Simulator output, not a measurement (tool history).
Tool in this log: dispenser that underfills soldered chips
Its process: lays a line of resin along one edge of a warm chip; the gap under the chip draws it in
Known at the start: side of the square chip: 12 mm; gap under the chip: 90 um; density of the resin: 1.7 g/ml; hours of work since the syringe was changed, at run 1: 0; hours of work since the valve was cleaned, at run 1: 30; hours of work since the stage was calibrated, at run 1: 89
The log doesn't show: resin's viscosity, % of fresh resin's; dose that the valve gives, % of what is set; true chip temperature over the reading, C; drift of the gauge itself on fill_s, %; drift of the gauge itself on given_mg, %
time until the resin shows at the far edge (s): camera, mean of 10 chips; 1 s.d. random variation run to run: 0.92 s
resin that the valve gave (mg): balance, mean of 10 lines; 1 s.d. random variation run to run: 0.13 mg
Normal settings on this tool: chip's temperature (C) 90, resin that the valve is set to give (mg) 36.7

run,hour,chip's temperature (C),resin that the valve is set to give (mg),hours of work since the syringe was changed,hours of work since the valve was cleaned,hours of work since the stage was calibrated,time until the resin shows at the far edge (s),resin that the valve gave (mg)
1,0,90,36.7,0,30,89,88.6,36.29
2,8.5,90,36.7,7,37,95,147.1,36.06
# hour 15.7: new syringe of resin
3,17.4,94,36.7,1,43,102,82,36.01
4,25,94,36.7,7,49,108,129,35.92
# hour 31.8: new syringe of resin
5,34.6,94,36.7,2,57,115,88.3,35.83
6,42,94,36.7,8,62,121,137.9,35.97
# hour 44.9: dispensing valve cleaned and set on the balance
# hour 48.7: new syringe of resin
7,52.3,90,44.9,3,6,128,103.9,44.66
8,58,90,44.9,7,10,133,146.8,44.88
# hour 64.5: new syringe of resin
9,67.3,92,36.7,2,17,140,91.8,36.53
10,75.5,92,36.7,9,24,146,152.7,36.29
# hour 80.4: new syringe of resin
11,84.5,104,36.7,3,30,153,69.7,36.18
12,92.8,90,38.6,10,37,160,176.6,37.96
# hour 96.2: new syringe of resin
13,101.9,99,36.7,4,44,167,85.8,35.95
14,107.5,90,36.7,9,48,171,158.8,35.96
# hour 112.1: new syringe of resin
15,112.3,90,36.7,0,52,174,86.1,35.93
16,121.5,90,47.6,7,59,182,146.1,46.44
# hour 128: dispensing valve cleaned and set on the balance
# hour 129.1: new syringe of resin
17,130.8,90,47.6,1,2,188,90.4,47.45
18,137.9,90,47.6,7,8,194,141.7,47.42
# hour 145: new syringe of resin
19,146.2,103,32.1,1,14,200,59.5,31.74
20,151.6,84,35.2,5,18,204,153.3,34.91
# hour 160.6: new syringe of resin
21,161.9,84,35.2,1,26,212,112.9,34.89
22,166.3,90,31.6,5,29,216,121.5,31.03
23,175,77,34.5,11,36,222,309.8,33.81
# hour 176.2: new syringe of resin
24,184.3,81,39.4,6,43,229,180.6,38.7
# hour 192.5: new syringe of resin
25,194.4,81,39.4,2,51,237,123.6,38.46
26,199.7,81,39.4,6,55,241,170.1,38.67
27,204.4,90,37.7,9,59,245,168.6,36.55
# hour 208: new syringe of resin
# hour 211.8: dispensing valve cleaned and set on the balance
28,211.9,90,37.7,2,0,250,98.4,37.39
29,220.6,94,39.7,9,7,257,146,39.64
# hour 224.5: new syringe of resin
30,228.7,94,46.8,3,13,263,95.3,46.88
31,234.2,86,32.1,8,17,267,178,32.01
# hour 240: new syringe of resin
32,240.5,86,32.1,0,22,272,96.7,31.74
33,247.6,86,32.1,6,28,278,147.4,31.93
34,254.7,86,32.1,12,33,283,231.5,31.65
# hour 255.5: new syringe of resin
35,265.2,96,34.4,8,41,291,123.9,33.67
# hour 271.8: new syringe of resin
36,273,87,34.7,1,47,297,98.1,33.86

Alternative continuations, all from the tool just after run 36; predict every row:
A,279,102,44.7,6,52,302,?,?
B,279,83,37.1,6,52,302,?,?
C,279,77,41.7,6,52,302,?,?

run,time until the resin shows at the far edge (s),resin that the valve gave (mg)
A,84.9,43.62
B,158.2,36.15
C,190.9,41.07
Without the tool's hidden state the same runs would have given:
run,time until the resin shows at the far edge (s),resin that the valve gave (mg)
A,58.2,44.59
B,108.9,36.96
C,131.7,41.99
